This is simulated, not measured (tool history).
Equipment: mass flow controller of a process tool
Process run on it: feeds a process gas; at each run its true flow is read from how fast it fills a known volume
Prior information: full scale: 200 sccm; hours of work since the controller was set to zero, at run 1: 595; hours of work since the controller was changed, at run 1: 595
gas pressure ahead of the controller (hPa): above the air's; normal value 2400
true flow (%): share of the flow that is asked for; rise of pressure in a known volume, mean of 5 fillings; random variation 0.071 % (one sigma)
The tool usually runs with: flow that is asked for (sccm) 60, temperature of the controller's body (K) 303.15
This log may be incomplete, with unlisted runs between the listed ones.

run,hour,flow that is asked for (sccm),gas pressure ahead of the controller (hPa),temperature of the controller's body (K),hours of work since the controller was set to zero,hours of work since the controller was changed,true flow (%)
1,0.0,60,2400,303.15,595,595,99.15
2,110.5,60,2340,303.15,638,638,99.20
3,203.3,60,2340,303.15,675,675,99.25
4,299.1,60,2340,312.15,713,713,100.12
5,355.7,60,1840,303.15,735,735,99.08
6,435.6,60,1840,303.15,767,767,99.15
7,504.9,60,2400,302.15,794,794,98.91
8,619.2,60,1530,303.15,839,839,99.20
9,691.8,49,2400,303.15,868,868,99.08
10,753.6,60,2400,303.15,892,892,99.17
11,854.2,60,2400,303.15,932,932,99.18
12,968.9,60,2400,303.15,977,977,99.15
13,1030.2,60,2670,303.15,1002,1002,99.19
14,1121.4,60,2670,303.15,1038,1038,99.20
15,1231.2,60,1740,303.15,1081,1081,99.12
16,1307.8,60,2400,303.15,1111,1111,99.17
17,1370.3,60,2400,303.15,1136,1136,99.05
18,1434.6,60,2410,303.15,1161,1161,99.19
19,1508.6,60,2400,303.15,1191,1191,99.13
20,1591.5,60,2310,303.15,1223,1223,99.10
21,1656.5,60,2310,303.15,1249,1249,99.26
22,1743.5,60,2310,303.15,1283,1283,99.18
23,1852.3,60,2310,303.15,1326,1326,99.12
24,1967.1,60,2400,303.15,1372,1372,99.05
25,2076.0,40,2520,308.15,1415,1415,99.16
26,2148.1,23,2400,294.15,1443,1443,96.79
27,2251.2,102,2400,297.15,1484,1484,99.25
28,2302.7,60,2400,296.15,1504,1504,98.40
29,2373.0,60,2400,296.15,1532,1532,98.40
30,2479.3,60,2400,296.15,1574,1574,98.30
31,2565.5,60,2220,302.15,1608,1608,98.80
32,2673.7,60,2220,302.15,1651,1651,98.92
33,2767.9,60,2220,302.15,1688,1688,98.86
34,2814.7,60,2220,302.15,1707,1707,98.90
35,2918.1,50,1940,300.15,1748,1748,98.43
36,3031.0,30,1940,294.15,1792,1792,96.95
37,3111.0,30,1940,301.15,1824,1824,97.66
38,3165.1,118,1730,298.15,1845,1845,99.42
39,3276.1,118,1490,300.15,1889,1889,99.58

Predict the results of run 40:
40,3337.5,144,1540,297.15,1913,1913,?

{"run 40": {"true flow (%)": 99.46}}
Were there no unlogged condition in the tool, this run, its random variation unchanged, would have produced true flow (%) 99.30.
